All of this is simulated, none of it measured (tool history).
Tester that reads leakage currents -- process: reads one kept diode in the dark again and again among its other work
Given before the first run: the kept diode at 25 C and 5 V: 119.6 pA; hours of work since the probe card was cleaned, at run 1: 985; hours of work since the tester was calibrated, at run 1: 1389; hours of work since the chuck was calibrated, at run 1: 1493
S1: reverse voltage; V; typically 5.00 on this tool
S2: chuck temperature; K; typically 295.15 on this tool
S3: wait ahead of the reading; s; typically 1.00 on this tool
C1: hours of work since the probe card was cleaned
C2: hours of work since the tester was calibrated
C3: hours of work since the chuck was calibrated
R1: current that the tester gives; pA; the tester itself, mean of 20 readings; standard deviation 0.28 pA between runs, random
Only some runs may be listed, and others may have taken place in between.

run    hour     S1      S2    S3    C1    C2    C3       R1
  1     0.0   5.00  295.15  1.00   985  1389  1493    90.89
  2    97.3   5.00  295.15  1.00  1057  1462  1565    90.83
  3   158.9   5.00  295.15  1.00  1103  1507  1611    90.88
  4   223.0   5.00  295.15  1.00  1151  1555  1659    90.71
  5   281.6   5.00  295.15  1.00  1194  1599  1703    91.19
  6   363.0   5.00  295.15  1.00  1255  1659  1763    91.33
  7   448.1   5.00  295.15  1.00  1318  1723  1827    91.43
  8   523.3   1.35  295.15  1.00  1374  1779  1882    43.79
  9   614.2   1.35  295.15  1.00  1442  1846  1950    43.51
 10   681.3   1.35  295.15  1.00  1492  1896  2000    43.41
 11   746.2   1.35  295.15  1.00  1540  1944  2048    43.65
 12   830.0   1.35  295.15  1.00  1602  2007  2111    43.41
 13   903.4   8.47  295.15  1.00  1657  2061  2165   123.02
 14   972.5   8.47  295.15  1.00  1708  2113  2217   122.83
 15  1061.1   3.47  321.15  9.21  1774  2179  2283   706.38
     1099.1  -- chuck's temperature calibrated
 16  1163.7   3.97  315.15  1.00  1849  2254    48   467.62
 17  1259.3   3.44  315.15  0.69  1920  2325   119   433.43
 18  1372.6  18.28  316.15  7.71  2004  2409   204  1199.89
 19  1427.3  18.28  316.15  7.71  2045  2450   244  1200.21
 20  1504.4  16.19  311.15  1.11  2103  2507   302   733.81
 21  1560.1  16.19  311.15  1.11  2144  2548   343   735.25
 22  1659.7   8.32  306.15  1.11  2218  2623   417   330.04
 23  1772.0   8.32  306.15  1.11  2302  2706   501   328.60

Consider 4 possible next runs. They are alternatives, not a sequence: every one starts from the tool as it was left by run 23. What does each give?
  A  1842.3  8.32  306.15  1.61  2354  2758  553   ?
  B  1842.3  5.00  320.15  1.00  2354  2758  553   ?
  C  1842.3  3.17  306.15  1.03  2354  2758  553   ?
  D  1842.3  1.17  306.15  1.11  2354  2758  553   ?

run      R1
  A  329.98
  B  801.93
  C  191.10
  D  109.62
What these runs would have given with no unlogged condition in the tool:
run      R1
  A  329.84
  B  801.85
  C  191.04
  D  109.60

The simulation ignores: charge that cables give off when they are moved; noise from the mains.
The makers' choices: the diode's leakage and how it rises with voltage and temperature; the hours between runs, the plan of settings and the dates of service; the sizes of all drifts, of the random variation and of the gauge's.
